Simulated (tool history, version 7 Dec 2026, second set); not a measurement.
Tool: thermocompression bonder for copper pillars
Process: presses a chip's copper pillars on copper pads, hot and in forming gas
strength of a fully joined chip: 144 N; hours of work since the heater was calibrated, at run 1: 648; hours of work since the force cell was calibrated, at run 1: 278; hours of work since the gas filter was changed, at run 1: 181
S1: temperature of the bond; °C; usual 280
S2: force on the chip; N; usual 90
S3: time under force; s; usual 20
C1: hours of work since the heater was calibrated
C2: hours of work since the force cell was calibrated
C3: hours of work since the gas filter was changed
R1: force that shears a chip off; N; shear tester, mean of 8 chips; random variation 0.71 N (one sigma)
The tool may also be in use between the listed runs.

Run 1, day 0: usual settings; C1 648; C2 278; C3 181. Result: R1 61.7 N.
Run 2, day 0.404: usual settings; C1 656; C2 285; C3 189. Result: R1 61 N.
Run 3, day 0.708: usual settings; C1 662; C2 291; C3 195. Result: R1 61.8 N.
Run 4, day 0.925: usual settings; C1 666; C2 295; C3 199. Result: R1 61.1 N.
Run 5, day 1.317: usual settings; C1 673; C2 303; C3 206. Result: R1 61.2 N.
Run 6, day 1.671: usual settings; C1 680; C2 309; C3 213. Result: R1 63.1 N.
Run 7, day 2: usual settings but S3 46 s; C1 686; C2 315; C3 219. Result: R1 80 N.
Run 8, day 2.35: usual settings but S1 286 °C; C1 693; C2 322; C3 226. Result: R1 64.6 N.
Run 9, day 2.642: usual settings but S1 286 °C; C1 698; C2 328; C3 231. Result: R1 65.4 N.
Run 10, day 2.971: usual settings but S3 28 s; C1 705; C2 334; C3 238. Result: R1 69 N.
Run 11, day 3.3: usual settings; C1 711; C2 340; C3 244. Result: R1 62 N.
Run 12, day 3.521: usual settings; C1 715; C2 344; C3 248. Result: R1 61.8 N.
Run 13, day 3.825: usual settings; C1 721; C2 350; C3 254. Result: R1 61 N.
Run 14, day 4.112: usual settings; C1 726; C2 355; C3 259. Result: R1 59.8 N.
At day 4.196: forming gas filter changed.
Run 15, day 4.321: usual settings; C1 730; C2 359; C3 2. Result: R1 65.7 N.
Run 16, day 4.496: usual settings; C1 733; C2 362; C3 6. Result: R1 65.4 N.
Run 17, day 4.779: usual settings; C1 738; C2 368; C3 11. Result: R1 64.5 N.
Run 18, day 5.038: usual settings but S1 277 °C, S3 47 s; C1 743; C2 373; C3 16. Result: R1 82.4 N.
Run 19, day 5.283: usual settings but S1 277 °C, S2 76 N, S3 14 s; C1 748; C2 377; C3 21. Result: R1 49.9 N.
Run 20, day 5.671: usual settings but S1 285 °C, S2 58 N, S3 32 s; C1 755; C2 385; C3 28. Result: R1 64.5 N.
Run 21, day 5.904: usual settings but S1 297 °C, S2 73 N, S3 12 s; C1 760; C2 389; C3 32. Result: R1 55.6 N.
Run 22, day 6.321: usual settings but S1 297 °C, S2 134 N, S3 12 s; C1 768; C2 397; C3 40. Result: R1 75.6 N.

Run 23 comes next. What will it give?
Run 23, day 6.671: usual settings but S3 33 s; C1 774; C2 404; C3 47. Result: R1 ?.

R1: 76.6 N
Without the tool's hidden state the same run would have given R1 71.3 N.
